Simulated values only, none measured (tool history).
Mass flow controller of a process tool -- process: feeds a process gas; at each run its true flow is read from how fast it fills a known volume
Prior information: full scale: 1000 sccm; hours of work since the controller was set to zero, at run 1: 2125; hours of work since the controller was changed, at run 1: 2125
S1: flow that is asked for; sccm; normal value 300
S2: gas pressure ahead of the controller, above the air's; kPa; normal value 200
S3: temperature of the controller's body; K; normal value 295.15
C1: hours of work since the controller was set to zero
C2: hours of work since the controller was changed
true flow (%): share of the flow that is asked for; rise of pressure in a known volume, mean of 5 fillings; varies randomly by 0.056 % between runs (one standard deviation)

run 1 hour=0 | S1=300 S2=200 S3=295.15 | C1=2125 C2=2125 | true_flow_(%)=98.34
run 2 hour=212.1 | S1=300 S2=200 S3=295.15 | C1=2220 C2=2220 | true_flow_(%)=98.45
run 3 hour=371.7 | S1=300 S2=200 S3=295.15 | C1=2292 C2=2292 | true_flow_(%)=98.41
run 4 hour=470.1 | S1=300 S2=200 S3=295.15 | C1=2336 C2=2336 | true_flow_(%)=98.53
run 5 hour=610 | S1=300 S2=200 S3=295.15 | C1=2399 C2=2399 | true_flow_(%)=98.41
run 6 hour=782.5 | S1=300 S2=200 S3=295.15 | C1=2477 C2=2477 | true_flow_(%)=98.54
run 7 hour=924.7 | S1=300 S2=200 S3=295.15 | C1=2541 C2=2541 | true_flow_(%)=98.46
run 8 hour=1095.8 | S1=300 S2=200 S3=295.15 | C1=2618 C2=2618 | true_flow_(%)=98.48
run 9 hour=1197.3 | S1=714 S2=200 S3=295.15 | C1=2663 C2=2663 | true_flow_(%)=99.34
run 10 hour=1373.3 | S1=300 S2=200 S3=295.15 | C1=2742 C2=2742 | true_flow_(%)=98.57
run 11 hour=1558.7 | S1=779 S2=277 S3=294.15 | C1=2826 C2=2826 | true_flow_(%)=99.35
run 12 hour=1661.3 | S1=694 S2=277 S3=301.15 | C1=2872 C2=2872 | true_flow_(%)=98.71
run 13 hour=1779.3 | S1=386 S2=268 S3=295.15 | C1=2925 C2=2925 | true_flow_(%)=98.31
run 14 hour=1892 | S1=320 S2=268 S3=294.15 | C1=2976 C2=2976 | true_flow_(%)=98.28
run 15 hour=2035.8 | S1=320 S2=268 S3=294.15 | C1=3040 C2=3040 | true_flow_(%)=98.17
run 16 hour=2245.2 | S1=320 S2=268 S3=294.15 | C1=3135 C2=3135 | true_flow_(%)=98.4
run 17 hour=2382.1 | S1=923 S2=271 S3=306.15 | C1=3196 C2=3196 | true_flow_(%)=98.81
run 18 hour=2478.1 | S1=517 S2=175 S3=295.15 | C1=3239 C2=3239 | true_flow_(%)=99.05
run 19 hour=2596.5 | S1=517 S2=175 S3=295.15 | C1=3293 C2=3293 | true_flow_(%)=99.04

Branching from run 19: 5 alternative next runs. What would each branch give?
run A hour=2763.3 | S1=101 S2=258 S3=313.15 | C1=3368 C2=3368 | true_flow_(%)=?
run B hour=2763.3 | S1=300 S2=200 S3=306.15 | C1=3368 C2=3368 | true_flow_(%)=?
run C hour=2763.3 | S1=519 S2=200 S3=311.15 | C1=3368 C2=3368 | true_flow_(%)=?
run D hour=2763.3 | S1=300 S2=156 S3=311.15 | C1=3368 C2=3368 | true_flow_(%)=?
run E hour=2763.3 | S1=402 S2=200 S3=305.15 | C1=3368 C2=3368 | true_flow_(%)=?

run=A true_flow_(%)=98.05
run=B true_flow_(%)=97.94
run=C true_flow_(%)=97.98
run=D true_flow_(%)=97.81
run=E true_flow_(%)=98.05
Take away the tool's hidden state, keep each run's random variation, and the runs would have read:
run=A true_flow_(%)=96.24
run=B true_flow_(%)=97.55
run=C true_flow_(%)=97.89
run=D true_flow_(%)=97.42
run=E true_flow_(%)=97.85

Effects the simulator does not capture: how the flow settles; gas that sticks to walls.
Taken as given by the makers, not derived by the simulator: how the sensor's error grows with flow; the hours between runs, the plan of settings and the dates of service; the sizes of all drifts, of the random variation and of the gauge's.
